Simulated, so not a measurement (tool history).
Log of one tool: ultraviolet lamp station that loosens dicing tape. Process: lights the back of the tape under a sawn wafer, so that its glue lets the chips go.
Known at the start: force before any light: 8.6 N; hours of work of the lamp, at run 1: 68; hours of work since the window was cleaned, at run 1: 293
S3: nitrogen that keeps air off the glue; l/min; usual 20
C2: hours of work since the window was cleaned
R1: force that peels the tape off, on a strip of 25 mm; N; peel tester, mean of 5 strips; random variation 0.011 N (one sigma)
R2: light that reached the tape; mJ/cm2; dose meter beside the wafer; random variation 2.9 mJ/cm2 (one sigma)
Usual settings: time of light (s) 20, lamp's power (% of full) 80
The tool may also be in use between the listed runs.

{"run": 1, "hour": 0.0, "time of light (s)": 20, "lamp's power (% of full)": 80, "S3": 20, "hours of work of the lamp": 68, "C2": 293, "R1": 0.685, "R2": 369}
{"run": 2, "hour": 6.5, "time of light (s)": 20, "lamp's power (% of full)": 80, "S3": 20, "hours of work of the lamp": 73, "C2": 298, "R1": 0.666, "R2": 368}
{"run": 3, "hour": 12.2, "time of light (s)": 20, "lamp's power (% of full)": 80, "S3": 20, "hours of work of the lamp": 77, "C2": 302, "R1": 0.681, "R2": 371}
{"run": 4, "hour": 18.2, "time of light (s)": 20, "lamp's power (% of full)": 80, "S3": 20, "hours of work of the lamp": 82, "C2": 307, "R1": 0.702, "R2": 367}
{"hour": 22.9, "done": "window cleaned of glue's vapour"}
{"run": 5, "hour": 26.6, "time of light (s)": 20, "lamp's power (% of full)": 80, "S3": 20, "hours of work of the lamp": 88, "C2": 3, "R1": 0.554, "R2": 411}
{"run": 6, "hour": 32.4, "time of light (s)": 19, "lamp's power (% of full)": 80, "S3": 23, "hours of work of the lamp": 93, "C2": 7, "R1": 0.552, "R2": 393}
{"run": 7, "hour": 38.3, "time of light (s)": 10, "lamp's power (% of full)": 78, "S3": 20, "hours of work of the lamp": 97, "C2": 12, "R1": 2.03, "R2": 202}
{"run": 8, "hour": 42.9, "time of light (s)": 25, "lamp's power (% of full)": 80, "S3": 8, "hours of work of the lamp": 101, "C2": 16, "R1": 0.772, "R2": 517}
{"run": 9, "hour": 49.7, "time of light (s)": 10, "lamp's power (% of full)": 80, "S3": 20, "hours of work of the lamp": 106, "C2": 21, "R1": 1.939, "R2": 204}
{"run": 10, "hour": 56.7, "time of light (s)": 35, "lamp's power (% of full)": 80, "S3": 6, "hours of work of the lamp": 112, "C2": 26, "R1": 0.521, "R2": 712}

Forecast each of these 4 alternatives for the next run:
{"run": "A", "hour": 61.1, "time of light (s)": 16, "lamp's power (% of full)": 77, "S3": 17, "hours of work of the lamp": 115, "C2": 30, "R1": "?", "R2": "?"}
{"run": "B", "hour": 61.1, "time of light (s)": 15, "lamp's power (% of full)": 80, "S3": 8, "hours of work of the lamp": 115, "C2": 30, "R1": "?", "R2": "?"}
{"run": "C", "hour": 61.1, "time of light (s)": 21, "lamp's power (% of full)": 80, "S3": 8, "hours of work of the lamp": 115, "C2": 30, "R1": "?", "R2": "?"}
{"run": "D", "hour": 61.1, "time of light (s)": 35, "lamp's power (% of full)": 82, "S3": 9, "hours of work of the lamp": 115, "C2": 30, "R1": "?", "R2": "?"}

run=A R1=1.096 R2=314
run=B R1=2.008 R2=304
run=C R1=1.091 R2=425
run=D R1=0.348 R2=729
Without the tool's hidden state the same runs would have given:
run=A R1=0.974 R2=334
run=B R1=1.833 R2=324
run=C R1=0.970 R2=453
run=D R1=0.311 R2=776
